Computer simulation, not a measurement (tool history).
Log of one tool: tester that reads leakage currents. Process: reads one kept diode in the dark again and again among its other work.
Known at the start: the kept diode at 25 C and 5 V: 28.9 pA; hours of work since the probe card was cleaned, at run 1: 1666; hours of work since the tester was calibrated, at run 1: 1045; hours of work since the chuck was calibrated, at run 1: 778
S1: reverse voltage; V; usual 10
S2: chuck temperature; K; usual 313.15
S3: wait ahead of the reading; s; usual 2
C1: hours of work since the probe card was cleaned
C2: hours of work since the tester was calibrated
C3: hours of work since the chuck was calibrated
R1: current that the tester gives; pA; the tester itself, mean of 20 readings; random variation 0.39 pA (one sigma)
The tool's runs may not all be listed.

run	hour	S1	S2	S3	C1	C2	C3	R1
1	0	10	313.15	2	1666	1045	778	129.72
2	57.6	10	327.15	2	1694	1073	806	339.16
3	111.3	3.1	313.15	2	1720	1099	832	69.95
4	169.4	3.1	313.15	4.7	1748	1127	860	70.11
5	201.3	10	313.15	2	1763	1142	875	130.05
6	225.7	10	313.15	4.44	1775	1154	887	128.94
7	276.4	1.6	313.15	2	1800	1179	912	49.74
8	304	10	313.15	1.59	1813	1192	925	130.52
9	346.9	1.4	313.15	9.61	1834	1213	946	46.13
10	379.4	2.1	318.15	6.5	1849	1228	961	80.85
11	415.8	2.2	313.15	3.13	1867	1246	979	58.63
12	447	19.1	300.15	3.13	1882	1261	994	70.03
13	495.3	1.8	333.15	2.06	1905	1284	1017	202.44
14	543.9	1.8	333.15	2.06	1929	1308	1041	202.66
15	581.7	1.8	333.15	2.06	1947	1326	1059	201.83

Forecast each of these 4 alternatives for the next run:
A	621	7.8	313.15	5.88	1966	1345	1078	?
B	621	10.6	300.15	9.81	1966	1345	1078	?
C	621	1.8	333.15	0.41	1966	1345	1078	?
D	621	1.8	296.15	4.15	1966	1345	1078	?

run	R1
A	113.8
B	50.34
C	203.77
D	14.62
Without the tool's hidden state the same runs would have given:
run	R1
A	113.84
B	50.31
C	203.92
D	14.62
